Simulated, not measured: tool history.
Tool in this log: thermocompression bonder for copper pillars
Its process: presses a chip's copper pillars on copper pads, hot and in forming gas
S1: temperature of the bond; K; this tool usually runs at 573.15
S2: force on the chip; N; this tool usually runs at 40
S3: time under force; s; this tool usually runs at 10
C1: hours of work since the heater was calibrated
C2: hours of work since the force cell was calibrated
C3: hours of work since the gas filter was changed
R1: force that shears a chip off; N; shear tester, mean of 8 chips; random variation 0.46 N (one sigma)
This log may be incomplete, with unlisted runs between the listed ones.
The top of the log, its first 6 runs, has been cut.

| run | hour | S1 | S2 | S3 | C1 | C2 | C3 | R1 |
|---|---|---|---|---|---|---|---|---|
| 7 | 94.9 | 553.15 | 40 | 10 | 212 | 44 | 212 | 38.2 |
| 8 | 115.4 | 553.15 | 40 | 10 | 221 | 53 | 221 | 39.2 |
| 9 | 127.8 | 553.15 | 40 | 10 | 227 | 59 | 227 | 38.4 |
| 10 | 142.4 | 553.15 | 40 | 10 | 233 | 66 | 233 | 38.8 |
| 11 | 162.2 | 553.15 | 40 | 10 | 242 | 75 | 242 | 37.5 |
| 12 | 183.4 | 553.15 | 40 | 10 | 252 | 84 | 252 | 38 |
| 13 | 200.2 | 553.15 | 40 | 10 | 260 | 92 | 260 | 38.5 |
| 14 | 216.1 | 573.15 | 40 | 10 | 267 | 99 | 267 | 49 |
| 15 | 226.6 | 573.15 | 40 | 18 | 272 | 104 | 272 | 61 |
| 16 | 244 | 545.15 | 32 | 18 | 279 | 112 | 279 | 36.7 |
| 17 | 257.5 | 545.15 | 32 | 18 | 286 | 118 | 286 | 36.8 |
| 18 | 267.5 | 556.15 | 45 | 10 | 290 | 122 | 290 | 42.3 |
| 19 | 277.3 | 573.15 | 29 | 10 | 295 | 127 | 295 | 38.6 |
| 20 | 287.7 | 596.15 | 29 | 6 | 299 | 132 | 299 | 43 |
| 21 | 308.6 | 555.15 | 56 | 6 | 309 | 141 | 309 | 38.4 |
| 22 | 319.6 | 563.15 | 40 | 19 | 314 | 146 | 314 | 54.2 |
| 23 | 337.3 | 558.15 | 53 | 26 | 322 | 154 | 322 | 67.2 |
| 24 | 348.5 | 598.15 | 36 | 15 | 327 | 159 | 327 | 68 |
|  | 363.7 | forming gas filter changed |
| 25 | 369.7 | 547.15 | 51 | 10 | 336 | 169 | 3 | 42 |
| 26 | 379.2 | 573.15 | 44 | 10 | 341 | 173 | 7 | 53.9 |
| 27 | 397.5 | 573.15 | 44 | 10 | 349 | 181 | 15 | 54.6 |
| 28 | 420.4 | 544.15 | 25 | 26 | 359 | 192 | 26 | 37.1 |
| 29 | 436.6 | 544.15 | 25 | 26 | 367 | 199 | 33 | 36.9 |
| 30 | 458.5 | 580.15 | 57 | 10 | 377 | 209 | 43 | 66.7 |

4 options for the next run, each taken on its own from the tool as it stands now. Forecast them:
| A | 475.2 | 578.15 | 39 | 10 | 384 | 217 | 51 | ? |
| B | 475.2 | 573.15 | 49 | 10 | 384 | 217 | 51 | ? |
| C | 475.2 | 553.15 | 25 | 13 | 384 | 217 | 51 | ? |
| D | 475.2 | 601.15 | 29 | 10 | 384 | 217 | 51 | ? |

| run | R1 |
|---|---|
| A | 53.7 |
| B | 56.8 |
| C | 31.5 |
| D | 56.5 |
Stripped of hidden state, with their random variation kept, the same runs would have yielded:
| run | R1 |
|---|---|
| A | 56.9 |
| B | 60.3 |
| C | 33.9 |
| D | 59.7 |
